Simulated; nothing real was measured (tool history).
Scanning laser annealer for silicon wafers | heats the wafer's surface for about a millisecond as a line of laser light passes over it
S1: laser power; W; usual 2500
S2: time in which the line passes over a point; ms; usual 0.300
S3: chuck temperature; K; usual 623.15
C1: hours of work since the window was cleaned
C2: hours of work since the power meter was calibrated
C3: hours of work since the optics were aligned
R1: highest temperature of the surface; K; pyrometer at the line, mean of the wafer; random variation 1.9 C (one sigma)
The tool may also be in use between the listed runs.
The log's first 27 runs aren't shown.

run	day	S1	S2	S3	C1	C2	C3	R1
28	11.142	2268	0.365	619.15	338	338	160	1415.15
29	11.650	2268	0.365	594.15	343	343	166	1387.15
30	12.096	2220	0.343	639.15	348	348	171	1395.15
31	12.567	2500	0.272	652.15	353	353	176	1405.15
32	13.121	2399	0.214	618.15	359	359	182	1261.15
33	13.696	2399	0.214	618.15	365	365	188	1261.15
34	13.954	2399	0.214	618.15	368	368	191	1264.15
35	14.512	2318	0.224	604.15	374	374	197	1239.15
36	15.029	2180	0.239	662.15	380	380	203	1281.15
37	15.592	2180	0.239	653.15	386	386	209	1272.15
38	15.992	2477	0.300	615.15	391	391	213	1397.15
39	16.354	2361	0.216	605.15	395	395	217	1241.15
40	16.692	2450	0.306	605.15	398	398	221	1381.15
41	17.229	2287	0.357	605.15	404	404	227	1391.15

Forecast each of these 3 alternatives for the next run:
A	17.479	2378	0.212	605.15	407	407	229	?
B	17.479	2287	0.336	629.15	407	407	229	?
C	17.479	2543	0.300	623.15	407	407	229	?

run	R1
A	1237.15
B	1390.15
C	1421.15
Without the tool's hidden state the same runs would have given:
run	R1
A	1266.15
B	1425.15
C	1457.15

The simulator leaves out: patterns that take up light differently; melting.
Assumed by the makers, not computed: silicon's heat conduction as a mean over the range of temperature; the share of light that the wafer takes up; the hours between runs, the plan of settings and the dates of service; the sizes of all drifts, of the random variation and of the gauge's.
